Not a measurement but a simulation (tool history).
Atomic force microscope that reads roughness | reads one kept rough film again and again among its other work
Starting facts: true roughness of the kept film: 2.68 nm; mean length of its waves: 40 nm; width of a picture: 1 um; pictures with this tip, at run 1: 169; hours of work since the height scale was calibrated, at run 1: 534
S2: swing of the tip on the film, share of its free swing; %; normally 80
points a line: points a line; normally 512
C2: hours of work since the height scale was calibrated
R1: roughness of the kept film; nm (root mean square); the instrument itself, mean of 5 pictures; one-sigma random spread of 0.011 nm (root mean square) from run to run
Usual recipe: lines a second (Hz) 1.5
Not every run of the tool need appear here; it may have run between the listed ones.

Run 1, hour 0: usual settings; pictures with this tip 169; C2 534. Result: R1 2.256 nm (root mean square).
Run 2, hour 29.6: usual settings; pictures with this tip 208; C2 545. Result: R1 2.214 nm (root mean square).
Run 3, hour 69.3: usual settings; pictures with this tip 260; C2 561. Result: R1 2.174 nm (root mean square).
Run 4, hour 96: usual settings; pictures with this tip 295; C2 572. Result: R1 2.149 nm (root mean square).
At hour 122.6: new tip fitted.
Run 5, hour 123.1: usual settings; pictures with this tip 1; C2 583. Result: R1 2.411 nm (root mean square).
Run 6, hour 161.9: usual settings but S2 73 %; pictures with this tip 52; C2 598. Result: R1 2.397 nm (root mean square).
Run 7, hour 201.8: usual settings but S2 62 %, points a line 400; pictures with this tip 104; C2 614. Result: R1 2.375 nm (root mean square).
Run 8, hour 220.9: usual settings but lines a second (Hz) 0.96, S2 65 %, points a line 655; pictures with this tip 129; C2 622. Result: R1 2.354 nm (root mean square).
Run 9, hour 263.1: usual settings but lines a second (Hz) 1.04, S2 84 %, points a line 317; pictures with this tip 185; C2 639. Result: R1 2.261 nm (root mean square).
Run 10, hour 284: usual settings but lines a second (Hz) 1.04, S2 84 %, points a line 317; pictures with this tip 212; C2 647. Result: R1 2.233 nm (root mean square).
Run 11, hour 319: usual settings but lines a second (Hz) 1.04, S2 84 %, points a line 317; pictures with this tip 258; C2 661. Result: R1 2.175 nm (root mean square).

Consider 5 possible next runs. They are alternatives, not a sequence: every one starts from the tool as it was left by run 11. What does each give?
Run A, hour 356.2: usual settings but lines a second (Hz) 3.03, S2 84 %, points a line 435; pictures with this tip 307; C2 676. Result: R1 ?.
Run B, hour 356.2: usual settings but lines a second (Hz) 1.31, S2 83 %, points a line 404; pictures with this tip 307; C2 676. Result: R1 ?.
Run C, hour 356.2: usual settings but lines a second (Hz) 0.68, S2 83 %, points a line 739; pictures with this tip 307; C2 676. Result: R1 ?.
Run D, hour 356.2: usual settings but lines a second (Hz) 1.04, S2 83 %, points a line 317; pictures with this tip 307; C2 676. Result: R1 ?.
Run E, hour 356.2: usual settings but lines a second (Hz) 1.04, S2 84 %, points a line 749; pictures with this tip 307; C2 676. Result: R1 ?.

run     R1
  A  2.002
  B  2.121
  C  2.191
  D  2.139
  E  2.122
Stripped of hidden state, with their random variation kept, the same runs would have yielded:
run     R1
  A  2.314
  B  2.452
  C  2.532
  D  2.472
  E  2.453
